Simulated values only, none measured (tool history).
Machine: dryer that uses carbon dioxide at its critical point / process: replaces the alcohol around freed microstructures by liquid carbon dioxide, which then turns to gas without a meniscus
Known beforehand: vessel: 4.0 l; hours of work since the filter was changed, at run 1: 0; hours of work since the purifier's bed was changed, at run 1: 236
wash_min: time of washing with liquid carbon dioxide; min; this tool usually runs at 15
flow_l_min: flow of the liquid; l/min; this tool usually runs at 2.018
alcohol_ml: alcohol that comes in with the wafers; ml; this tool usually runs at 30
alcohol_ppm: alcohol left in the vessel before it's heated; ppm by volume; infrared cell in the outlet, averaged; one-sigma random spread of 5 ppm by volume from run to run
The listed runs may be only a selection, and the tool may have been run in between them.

| run | hour | wash_min | flow_l_min | alcohol_ml | hours of work since the filter was changed | hours of work since the purifier's bed was changed | alcohol_ppm |
|---|---|---|---|---|---|---|---|
| 1 | 0 | 15 | 2.018 | 30 | 0 | 236 | 46 |
| 2 | 13.3 | 15 | 2.018 | 30 | 8 | 244 | 50 |
| 3 | 31.9 | 9 | 2.018 | 30 | 19 | 255 | 193 |
| 4 | 56.1 | 15 | 2.018 | 30 | 34 | 270 | 60 |
| 5 | 71.9 | 15 | 2.018 | 56 | 43 | 279 | 75 |
| 6 | 88.5 | 15 | 2.018 | 30 | 53 | 289 | 59 |
| 7 | 102 | 15 | 2.018 | 30 | 61 | 297 | 58 |

What will run 8 give?
| 8 | 127.9 | 16 | 1.54 | 45 | 77 | 313 | ? |

alcohol_ppm: 137 ppm by volume
If the tool had no hidden condition, the same run with the same run-to-run variation would have returned alcohol_ppm 65 ppm by volume.
